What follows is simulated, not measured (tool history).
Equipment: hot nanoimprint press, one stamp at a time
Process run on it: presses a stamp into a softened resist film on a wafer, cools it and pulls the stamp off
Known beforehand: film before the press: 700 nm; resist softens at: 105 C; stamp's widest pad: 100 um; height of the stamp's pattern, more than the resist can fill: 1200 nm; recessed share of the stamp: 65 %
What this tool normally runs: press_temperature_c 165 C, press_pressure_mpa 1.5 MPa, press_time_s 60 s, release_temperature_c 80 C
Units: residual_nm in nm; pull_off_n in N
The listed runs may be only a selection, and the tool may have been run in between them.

{"run": 1, "day": 0.0, "press_temperature_c": 165, "press_pressure_mpa": 1.5, "press_time_s": 60, "release_temperature_c": 80, "residual_nm": 392.6, "pull_off_n": 236}
{"run": 2, "day": 0.217, "press_temperature_c": 165, "press_pressure_mpa": 1.5, "press_time_s": 60, "release_temperature_c": 80, "residual_nm": 393.2, "pull_off_n": 244}
{"run": 3, "day": 0.579, "press_temperature_c": 165, "press_pressure_mpa": 1.5, "press_time_s": 60, "release_temperature_c": 80, "residual_nm": 392.8, "pull_off_n": 240}
{"run": 4, "day": 0.929, "press_temperature_c": 165, "press_pressure_mpa": 1.5, "press_time_s": 60, "release_temperature_c": 80, "residual_nm": 392, "pull_off_n": 240}
{"run": 5, "day": 1.142, "press_temperature_c": 165, "press_pressure_mpa": 1.5, "press_time_s": 56, "release_temperature_c": 80, "residual_nm": 401, "pull_off_n": 244}
{"run": 6, "day": 1.417, "press_temperature_c": 165, "press_pressure_mpa": 1.5, "press_time_s": 60, "release_temperature_c": 80, "residual_nm": 392.9, "pull_off_n": 250}
{"run": 7, "day": 1.908, "press_temperature_c": 165, "press_pressure_mpa": 1.5, "press_time_s": 60, "release_temperature_c": 85, "residual_nm": 393.4, "pull_off_n": 226}
{"run": 8, "day": 2.367, "press_temperature_c": 165, "press_pressure_mpa": 1.5, "press_time_s": 60, "release_temperature_c": 85, "residual_nm": 393.3, "pull_off_n": 227}
{"run": 9, "day": 2.608, "press_temperature_c": 165, "press_pressure_mpa": 1.5, "press_time_s": 60, "release_temperature_c": 85, "residual_nm": 392.2, "pull_off_n": 227}
{"run": 10, "day": 2.892, "press_temperature_c": 165, "press_pressure_mpa": 1.5, "press_time_s": 60, "release_temperature_c": 81, "residual_nm": 391.7, "pull_off_n": 248}
{"run": 11, "day": 3.35, "press_temperature_c": 169, "press_pressure_mpa": 1.5, "press_time_s": 60, "release_temperature_c": 80, "residual_nm": 316.6, "pull_off_n": 251}
{"run": 12, "day": 3.833, "press_temperature_c": 165, "press_pressure_mpa": 1.5, "press_time_s": 60, "release_temperature_c": 80, "residual_nm": 391.2, "pull_off_n": 254}
{"run": 13, "day": 4.292, "press_temperature_c": 165, "press_pressure_mpa": 1.2, "press_time_s": 60, "release_temperature_c": 80, "residual_nm": 428.1, "pull_off_n": 255}
{"run": 14, "day": 4.588, "press_temperature_c": 165, "press_pressure_mpa": 1.2, "press_time_s": 60, "release_temperature_c": 80, "residual_nm": 428.8, "pull_off_n": 253}
{"run": 15, "day": 5.038, "press_temperature_c": 165, "press_pressure_mpa": 1.2, "press_time_s": 60, "release_temperature_c": 80, "residual_nm": 428.5, "pull_off_n": 256}
{"run": 16, "day": 5.258, "press_temperature_c": 165, "press_pressure_mpa": 1.2, "press_time_s": 60, "release_temperature_c": 80, "residual_nm": 428.7, "pull_off_n": 255}
{"run": 17, "day": 5.729, "press_temperature_c": 162, "press_pressure_mpa": 0.95, "press_time_s": 60, "release_temperature_c": 65, "residual_nm": 523.3, "pull_off_n": 321}
{"run": 18, "day": 6.029, "press_temperature_c": 162, "press_pressure_mpa": 0.95, "press_time_s": 60, "release_temperature_c": 65, "residual_nm": 523.9, "pull_off_n": 320}
{"run": 19, "day": 6.508, "press_temperature_c": 170, "press_pressure_mpa": 1.98, "press_time_s": 69, "release_temperature_c": 66, "residual_nm": 246.9, "pull_off_n": 323}
{"run": 20, "day": 6.954, "press_temperature_c": 170, "press_pressure_mpa": 1.98, "press_time_s": 69, "release_temperature_c": 66, "residual_nm": 246.6, "pull_off_n": 320}
{"run": 21, "day": 7.383, "press_temperature_c": 170, "press_pressure_mpa": 1.98, "press_time_s": 69, "release_temperature_c": 66, "residual_nm": 245.8, "pull_off_n": 318}
{"run": 22, "day": 7.662, "press_temperature_c": 158, "press_pressure_mpa": 1.5, "press_time_s": 60, "release_temperature_c": 80, "residual_nm": 533.2, "pull_off_n": 261}
{"run": 23, "day": 7.933, "press_temperature_c": 158, "press_pressure_mpa": 1.5, "press_time_s": 60, "release_temperature_c": 80, "residual_nm": 533.7, "pull_off_n": 266}
{"run": 24, "day": 8.362, "press_temperature_c": 165, "press_pressure_mpa": 1.5, "press_time_s": 60, "release_temperature_c": 77, "residual_nm": 390.9, "pull_off_n": 283}
{"run": 25, "day": 8.846, "press_temperature_c": 165, "press_pressure_mpa": 1.5, "press_time_s": 68, "release_temperature_c": 80, "residual_nm": 374.5, "pull_off_n": 268}
{"run": 26, "day": 9.304, "press_temperature_c": 165, "press_pressure_mpa": 1.26, "press_time_s": 60, "release_temperature_c": 71, "residual_nm": 418.5, "pull_off_n": 308}
{"run": 27, "day": 9.779, "press_temperature_c": 165, "press_pressure_mpa": 1.29, "press_time_s": 61, "release_temperature_c": 80, "residual_nm": 412.9, "pull_off_n": 275}
{"run": 28, "day": 10.167, "press_temperature_c": 165, "press_pressure_mpa": 1.66, "press_time_s": 61, "release_temperature_c": 80, "residual_nm": 371, "pull_off_n": 270}
{"run": 29, "day": 10.471, "press_temperature_c": 156, "press_pressure_mpa": 1.81, "press_time_s": 54, "release_temperature_c": 71, "residual_nm": 555.5, "pull_off_n": 316}
{"run": 30, "day": 11.204, "press_temperature_c": 156, "press_pressure_mpa": 1.94, "press_time_s": 54, "release_temperature_c": 71, "residual_nm": 548, "pull_off_n": 265}

Not shown here: 1 entry made in the log between runs. Locate each between two listed runs and compare the hidden state at the listed run before it with the hidden state at the listed run after it:
After run 29, before run 30: stamp cleaned and given a new release coat (day 10.817)
  true temperature over the reading, C: 0.44 -> 0.45; pressure that arrives at the usual setting, %: 97.48 -> 97.44; grip of the stamp's worn release coat, % over a new coat's: 19.3 -> 0.5
  measured minus no-state result, residual_nm: -3.8 -> -3.8 nm; pull_off_n: +50 -> -1 N

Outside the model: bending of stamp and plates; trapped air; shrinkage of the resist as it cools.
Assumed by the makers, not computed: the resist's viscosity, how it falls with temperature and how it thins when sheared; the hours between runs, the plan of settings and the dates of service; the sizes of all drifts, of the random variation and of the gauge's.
